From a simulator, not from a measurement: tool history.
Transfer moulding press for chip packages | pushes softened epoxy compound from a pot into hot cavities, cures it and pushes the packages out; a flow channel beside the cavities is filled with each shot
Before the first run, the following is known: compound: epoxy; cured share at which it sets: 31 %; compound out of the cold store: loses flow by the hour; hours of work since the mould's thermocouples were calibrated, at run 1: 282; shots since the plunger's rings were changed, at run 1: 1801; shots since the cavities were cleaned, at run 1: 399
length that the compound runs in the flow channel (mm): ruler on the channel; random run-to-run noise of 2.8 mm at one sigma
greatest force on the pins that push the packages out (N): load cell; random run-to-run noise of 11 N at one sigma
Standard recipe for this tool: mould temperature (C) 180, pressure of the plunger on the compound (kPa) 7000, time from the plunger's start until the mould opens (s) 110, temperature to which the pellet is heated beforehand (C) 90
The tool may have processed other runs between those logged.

run	hour	mould temperature (C)	pressure of the plunger on the compound (kPa)	time from the plunger's start until the mould opens (s)	temperature to which the pellet is heated beforehand (C)	hours of work since the mould's thermocouples were calibrated	shots since the plunger's rings were changed	shots since the cavities were cleaned	incoming compound's hours out of the cold store	length that the compound runs in the flow channel (mm)	greatest force on the pins that push the packages out (N)
1	0	180	7000	110	90	282	1801	399	34.2	763	798
# hour 10.4: cavities cleaned with cleaning compound and waxed
2	12.8	176	7000	110	90	290	1944	30	26.3	810	678
3	20.9	176	7000	110	90	296	2045	131	47.6	730	769
4	28.2	176	7000	110	90	301	2137	223	27.8	804	876
5	37.4	176	7000	110	87	308	2253	339	22.7	828	948
6	48.9	180	7000	110	90	316	2397	483	42.7	732	823
# hour 53: cavities cleaned with cleaning compound and waxed
7	63.7	180	7000	110	90	326	2565	135	14.7	836	649
8	71	180	7000	110	90	331	2657	227	46.9	706	677
# hour 73.6: mould's thermocouples calibrated
9	78.5	180	7000	110	90	4	2727	297	30.8	765	734
10	87.5	183	7000	110	90	10	2839	409	24.3	773	710
# hour 97.2: cavities cleaned with cleaning compound and waxed
# hour 100.5: plunger's sealing rings changed
11	103	184	7260	147	91	19	32	41	20.8	839	473
12	113.4	177	5840	110	93	26	162	171	10	826	818
13	119	177	5840	110	93	30	233	242	19.6	786	826
14	126.4	177	5840	110	93	36	326	335	35.6	720	889
15	135.8	180	7000	107	86	42	444	453	42.9	755	855
# hour 141.9: cavities cleaned with cleaning compound and waxed
16	147.7	181	7000	91	81	50	576	73	45.7	733	733
# hour 154.4: mould's thermocouples calibrated, once more
17	155.4	181	7000	91	81	1	646	143	34.3	780	854
18	165	180	7660	106	84	8	767	264	9.1	932	809

Hidden state or all else? Some run-to-run changes of length that the compound runs in the flow channel (mm), split into what the settings, what came in and random variation would give without the hidden state, and what is left for the hidden state (with any gauge scatter that isn't in both results):
Unlogged tool condition in this case: true mould temperature over the reading, C; pressure that reaches the compound, % of what is set; grip of the stained cavities, % over clean ones'; drift of the gauge itself on flow_mm, %; drift of the gauge itself on push_out_n, %.
Run 10 -> 11: mould temperature (C) 183 -> 184, pressure of the plunger on the compound (kPa) 7000 -> 7260, time from the plunger's start until the mould opens (s) 110 -> 147, temperature to which the pellet is heated beforehand (C) 90 -> 91, cavities cleaned with cleaning compound and waxed, plunger's sealing rings changed. length that the compound runs in the flow channel (mm) +66: hidden state +37, all else +29.
Run 17 -> 18: mould temperature (C) 181 -> 180, pressure of the plunger on the compound (kPa) 7000 -> 7660, time from the plunger's start until the mould opens (s) 91 -> 106, temperature to which the pellet is heated beforehand (C) 81 -> 84. length that the compound runs in the flow channel (mm) +152: hidden state -3, all else +155.

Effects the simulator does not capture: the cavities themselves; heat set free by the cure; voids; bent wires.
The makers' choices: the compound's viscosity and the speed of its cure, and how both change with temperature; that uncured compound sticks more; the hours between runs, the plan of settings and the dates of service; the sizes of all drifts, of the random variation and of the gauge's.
